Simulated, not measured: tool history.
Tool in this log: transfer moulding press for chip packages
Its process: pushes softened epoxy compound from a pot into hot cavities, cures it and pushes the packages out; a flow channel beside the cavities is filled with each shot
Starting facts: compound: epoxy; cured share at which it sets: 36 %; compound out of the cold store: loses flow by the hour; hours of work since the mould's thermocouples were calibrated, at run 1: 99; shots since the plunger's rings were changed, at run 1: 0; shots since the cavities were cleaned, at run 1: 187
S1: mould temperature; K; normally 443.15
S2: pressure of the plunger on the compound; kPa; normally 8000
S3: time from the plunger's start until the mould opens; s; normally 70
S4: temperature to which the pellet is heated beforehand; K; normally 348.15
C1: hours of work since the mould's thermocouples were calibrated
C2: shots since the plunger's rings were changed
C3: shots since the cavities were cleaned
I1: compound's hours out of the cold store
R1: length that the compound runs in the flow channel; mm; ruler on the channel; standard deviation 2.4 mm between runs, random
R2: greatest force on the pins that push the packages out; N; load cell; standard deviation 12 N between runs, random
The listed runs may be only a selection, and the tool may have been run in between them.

run 1 hour=0.0 | S1=443.15 S2=8000 S3=70 S4=348.15 | C1=99 C2=0 C3=187 | I1=26.2 | R1=560 R2=658
run 2 hour=26.0 | S1=443.15 S2=8000 S3=70 S4=341.15 | C1=110 C2=250 C3=437 | I1=30.6 | R1=546 R2=824
run 3 hour=67.0 | S1=443.15 S2=8000 S3=70 S4=348.15 | C1=128 C2=647 C3=834 | I1=27.6 | R1=554 R2=993
-- hour=79.2 cavities cleaned with cleaning compound and waxed
run 4 hour=96.7 | S1=443.15 S2=8000 S3=104 S4=348.15 | C1=140 C2=919 C3=169 | I1=18.1 | R1=566 R2=562
run 5 hour=114.4 | S1=443.15 S2=6960 S3=70 S4=348.15 | C1=147 C2=1090 C3=340 | I1=22.0 | R1=521 R2=753
run 6 hour=131.9 | S1=443.15 S2=6960 S3=70 S4=348.15 | C1=155 C2=1258 C3=508 | I1=32.2 | R1=503 R2=836
run 7 hour=164.9 | S1=443.15 S2=8000 S3=70 S4=348.15 | C1=169 C2=1577 C3=827 | I1=15.0 | R1=571 R2=954
-- hour=175.5 cavities cleaned with cleaning compound and waxed
run 8 hour=188.7 | S1=443.15 S2=8000 S3=70 S4=348.15 | C1=179 C2=1792 C3=127 | I1=25.0 | R1=548 R2=670
run 9 hour=210.1 | S1=443.15 S2=8000 S3=70 S4=348.15 | C1=188 C2=1999 C3=334 | I1=24.9 | R1=549 R2=767
run 10 hour=238.9 | S1=443.15 S2=8000 S3=70 S4=348.15 | C1=200 C2=2277 C3=612 | I1=33.2 | R1=533 R2=873
run 11 hour=262.7 | S1=443.15 S2=8000 S3=70 S4=348.15 | C1=210 C2=2506 C3=841 | I1=16.9 | R1=559 R2=955
-- hour=272.4 cavities cleaned with cleaning compound and waxed
run 12 hour=286.8 | S1=443.15 S2=8000 S3=70 S4=348.15 | C1=220 C2=2724 C3=138 | I1=32.3 | R1=532 R2=628
run 13 hour=315.4 | S1=443.15 S2=8000 S3=70 S4=348.15 | C1=232 C2=3001 C3=415 | I1=47.0 | R1=498 R2=764
run 14 hour=351.1 | S1=443.15 S2=8000 S3=70 S4=348.15 | C1=247 C2=3346 C3=760 | I1=13.6 | R1=558 R2=929
-- hour=370.2 cavities cleaned with cleaning compound and waxed
run 15 hour=375.5 | S1=443.15 S2=8000 S3=70 S4=351.15 | C1=257 C2=3566 C3=51 | I1=26.2 | R1=535 R2=577
run 16 hour=393.8 | S1=444.15 S2=6340 S3=70 S4=348.15 | C1=265 C2=3743 C3=228 | I1=45.4 | R1=445 R2=693
run 17 hour=412.4 | S1=437.15 S2=6340 S3=70 S4=348.15 | C1=273 C2=3922 C3=407 | I1=34.4 | R1=471 R2=1094
run 18 hour=451.0 | S1=439.15 S2=6140 S3=54 S4=346.15 | C1=290 C2=4295 C3=780 | I1=37.5 | R1=453 R2=2041
-- hour=465.9 cavities cleaned with cleaning compound and waxed
run 19 hour=475.4 | S1=443.15 S2=6960 S3=70 S4=344.15 | C1=299 C2=4516 C3=92 | I1=19.6 | R1=506 R2=631
run 20 hour=506.0 | S1=444.15 S2=7390 S3=70 S4=348.15 | C1=313 C2=4811 C3=387 | I1=20.7 | R1=513 R2=768
run 21 hour=536.4 | S1=443.15 S2=9360 S3=92 S4=348.15 | C1=326 C2=5105 C3=681 | I1=32.1 | R1=558 R2=754
-- hour=545.2 plunger's sealing rings changed
run 22 hour=561.8 | S1=443.15 S2=6870 S3=81 S4=340.15 | C1=335 C2=160 C3=902 | I1=28.9 | R1=509 R2=849
-- hour=565.5 cavities cleaned with cleaning compound and waxed
run 23 hour=601.4 | S1=443.15 S2=6870 S3=81 S4=340.15 | C1=352 C2=528 C3=347 | I1=13.6 | R1=536 R2=694
run 24 hour=619.6 | S1=443.15 S2=7090 S3=81 S4=354.15 | C1=359 C2=703 C3=522 | I1=45.2 | R1=487 R2=715
run 25 hour=648.8 | S1=443.15 S2=7090 S3=81 S4=354.15 | C1=372 C2=985 C3=804 | I1=15.8 | R1=530 R2=817
-- hour=661.1 cavities cleaned with cleaning compound and waxed
run 26 hour=682.2 | S1=435.15 S2=8000 S3=63 S4=348.15 | C1=386 C2=1293 C3=203 | I1=34.7 | R1=551 R2=1340
run 27 hour=702.5 | S1=443.15 S2=6320 S3=106 S4=358.15 | C1=394 C2=1490 C3=400 | I1=15.5 | R1=510 R2=638
run 28 hour=728.1 | S1=443.15 S2=6320 S3=106 S4=358.15 | C1=405 C2=1736 C3=646 | I1=18.2 | R1=501 R2=759

Branching from run 28: 4 alternative next runs. What would each branch give?
-- hour=758.7 cavities cleaned with cleaning compound and waxed
run A hour=765.1 | S1=443.15 S2=7330 S3=106 S4=358.15 | C1=421 C2=2079 C3=61 | I1=16.0 | R1=? R2=?
-- hour=758.7 cavities cleaned with cleaning compound and waxed
run B hour=765.1 | S1=443.15 S2=8000 S3=89 S4=348.15 | C1=421 C2=2079 C3=61 | I1=13.2 | R1=? R2=?
-- hour=758.7 cavities cleaned with cleaning compound and waxed
run C hour=765.1 | S1=443.15 S2=8090 S3=102 S4=340.15 | C1=421 C2=2079 C3=61 | I1=35.3 | R1=? R2=?
-- hour=758.7 cavities cleaned with cleaning compound and waxed
run D hour=765.1 | S1=443.15 S2=8000 S3=107 S4=350.15 | C1=421 C2=2079 C3=61 | I1=28.2 | R1=? R2=?

run=A R1=539 R2=499
run=B R1=571 R2=487
run=C R1=534 R2=499
run=D R1=540 R2=477
What these runs would have given with no unlogged condition in the tool:
run=A R1=553 R2=455
run=B R1=585 R2=444
run=C R1=547 R2=455
run=D R1=554 R2=434
